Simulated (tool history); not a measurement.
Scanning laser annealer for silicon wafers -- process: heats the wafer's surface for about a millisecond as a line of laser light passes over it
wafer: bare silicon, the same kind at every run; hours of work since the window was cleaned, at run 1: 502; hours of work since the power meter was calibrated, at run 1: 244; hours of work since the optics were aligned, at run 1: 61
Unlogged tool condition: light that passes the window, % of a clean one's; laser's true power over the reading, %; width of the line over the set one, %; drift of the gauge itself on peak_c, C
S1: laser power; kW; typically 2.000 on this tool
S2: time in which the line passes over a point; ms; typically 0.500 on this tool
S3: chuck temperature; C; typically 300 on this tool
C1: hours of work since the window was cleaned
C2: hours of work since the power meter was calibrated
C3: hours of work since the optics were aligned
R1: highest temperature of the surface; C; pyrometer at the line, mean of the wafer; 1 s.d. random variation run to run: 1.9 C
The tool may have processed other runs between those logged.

{"run": 1, "hour": 0.0, "S1": 2.0, "S2": 0.5, "S3": 300, "C1": 502, "C2": 244, "C3": 61, "R1": 1077}
{"run": 2, "hour": 16.6, "S1": 2.0, "S2": 0.5, "S3": 300, "C1": 510, "C2": 252, "C3": 69, "R1": 1074}
{"run": 3, "hour": 32.8, "S1": 2.0, "S2": 0.491, "S3": 300, "C1": 517, "C2": 259, "C3": 76, "R1": 1068}
{"run": 4, "hour": 48.4, "S1": 2.0, "S2": 0.491, "S3": 300, "C1": 525, "C2": 266, "C3": 84, "R1": 1070}
{"run": 5, "hour": 57.6, "S1": 2.0, "S2": 0.398, "S3": 300, "C1": 529, "C2": 270, "C3": 88, "R1": 1000}
{"run": 6, "hour": 72.6, "S1": 2.0, "S2": 0.397, "S3": 300, "C1": 536, "C2": 277, "C3": 95, "R1": 999}
{"run": 7, "hour": 88.5, "S1": 2.0, "S2": 0.397, "S3": 300, "C1": 543, "C2": 285, "C3": 102, "R1": 997}
{"run": 8, "hour": 102.3, "S1": 2.0, "S2": 0.397, "S3": 300, "C1": 549, "C2": 291, "C3": 108, "R1": 1000}
{"run": 9, "hour": 109.5, "S1": 2.0, "S2": 0.397, "S3": 300, "C1": 553, "C2": 294, "C3": 112, "R1": 996}
{"run": 10, "hour": 120.2, "S1": 2.0, "S2": 0.397, "S3": 300, "C1": 558, "C2": 299, "C3": 117, "R1": 999}
{"run": 11, "hour": 136.0, "S1": 2.0, "S2": 0.397, "S3": 300, "C1": 565, "C2": 307, "C3": 124, "R1": 999}
{"run": 12, "hour": 146.8, "S1": 2.154, "S2": 0.5, "S3": 300, "C1": 570, "C2": 312, "C3": 129, "R1": 1134}
{"run": 13, "hour": 156.9, "S1": 2.0, "S2": 0.5, "S3": 294, "C1": 575, "C2": 316, "C3": 134, "R1": 1064}
{"run": 14, "hour": 165.3, "S1": 2.0, "S2": 0.5, "S3": 294, "C1": 579, "C2": 320, "C3": 137, "R1": 1064}
{"run": 15, "hour": 176.9, "S1": 2.0, "S2": 0.5, "S3": 294, "C1": 584, "C2": 325, "C3": 143, "R1": 1060}
{"hour": 180.8, "done": "window over the wafer cleaned"}
{"run": 16, "hour": 189.0, "S1": 2.0, "S2": 0.5, "S3": 294, "C1": 4, "C2": 330, "C3": 147, "R1": 1100}
{"run": 17, "hour": 203.6, "S1": 2.0, "S2": 0.503, "S3": 300, "C1": 11, "C2": 337, "C3": 154, "R1": 1107}
{"run": 18, "hour": 220.3, "S1": 1.804, "S2": 0.356, "S3": 322, "C1": 18, "C2": 345, "C3": 162, "R1": 935}
{"run": 19, "hour": 232.1, "S1": 1.735, "S2": 0.363, "S3": 317, "C1": 24, "C2": 350, "C3": 167, "R1": 909}
{"run": 20, "hour": 239.0, "S1": 1.798, "S2": 0.5, "S3": 307, "C1": 27, "C2": 353, "C3": 170, "R1": 1023}
{"run": 21, "hour": 248.9, "S1": 1.798, "S2": 0.5, "S3": 279, "C1": 31, "C2": 358, "C3": 175, "R1": 991}
{"run": 22, "hour": 256.6, "S1": 1.798, "S2": 0.5, "S3": 279, "C1": 35, "C2": 361, "C3": 179, "R1": 992}
{"run": 23, "hour": 267.5, "S1": 2.0, "S2": 0.393, "S3": 300, "C1": 40, "C2": 366, "C3": 184, "R1": 1019}
{"run": 24, "hour": 280.9, "S1": 2.0, "S2": 0.393, "S3": 300, "C1": 46, "C2": 372, "C3": 190, "R1": 1017}
{"run": 25, "hour": 291.9, "S1": 2.0, "S2": 0.393, "S3": 300, "C1": 51, "C2": 377, "C3": 195, "R1": 1020}
{"run": 26, "hour": 304.2, "S1": 2.0, "S2": 0.376, "S3": 329, "C1": 57, "C2": 383, "C3": 201, "R1": 1031}
{"run": 27, "hour": 311.7, "S1": 2.0, "S2": 0.376, "S3": 329, "C1": 60, "C2": 387, "C3": 204, "R1": 1035}
{"run": 28, "hour": 328.4, "S1": 2.0, "S2": 0.376, "S3": 329, "C1": 68, "C2": 394, "C3": 212, "R1": 1033}
{"run": 29, "hour": 339.9, "S1": 1.778, "S2": 0.585, "S3": 326, "C1": 73, "C2": 400, "C3": 217, "R1": 1077}
{"run": 30, "hour": 356.0, "S1": 2.0, "S2": 0.503, "S3": 300, "C1": 81, "C2": 407, "C3": 224, "R1": 1101}
{"run": 31, "hour": 366.3, "S1": 1.868, "S2": 0.422, "S3": 310, "C1": 85, "C2": 412, "C3": 229, "R1": 994}
{"run": 32, "hour": 373.3, "S1": 2.198, "S2": 0.5, "S3": 311, "C1": 89, "C2": 415, "C3": 232, "R1": 1202}
{"run": 33, "hour": 387.0, "S1": 2.198, "S2": 0.5, "S3": 311, "C1": 95, "C2": 421, "C3": 239, "R1": 1199}
{"run": 34, "hour": 401.0, "S1": 2.198, "S2": 0.5, "S3": 311, "C1": 101, "C2": 428, "C3": 245, "R1": 1195}

For each entry between runs, how does the tool's hidden state at the last listed run before it compare with that at the first listed run after it?
Between runs 15 and 16: window over the wafer cleaned (hour 180.8)
  light that passes the window, % of a clean one's: 96.04 -> 99.82; width of the line over the set one, %: 0.31 -> 0.32
  measured result minus the result with no hidden state, R1: -41 -> -7 C
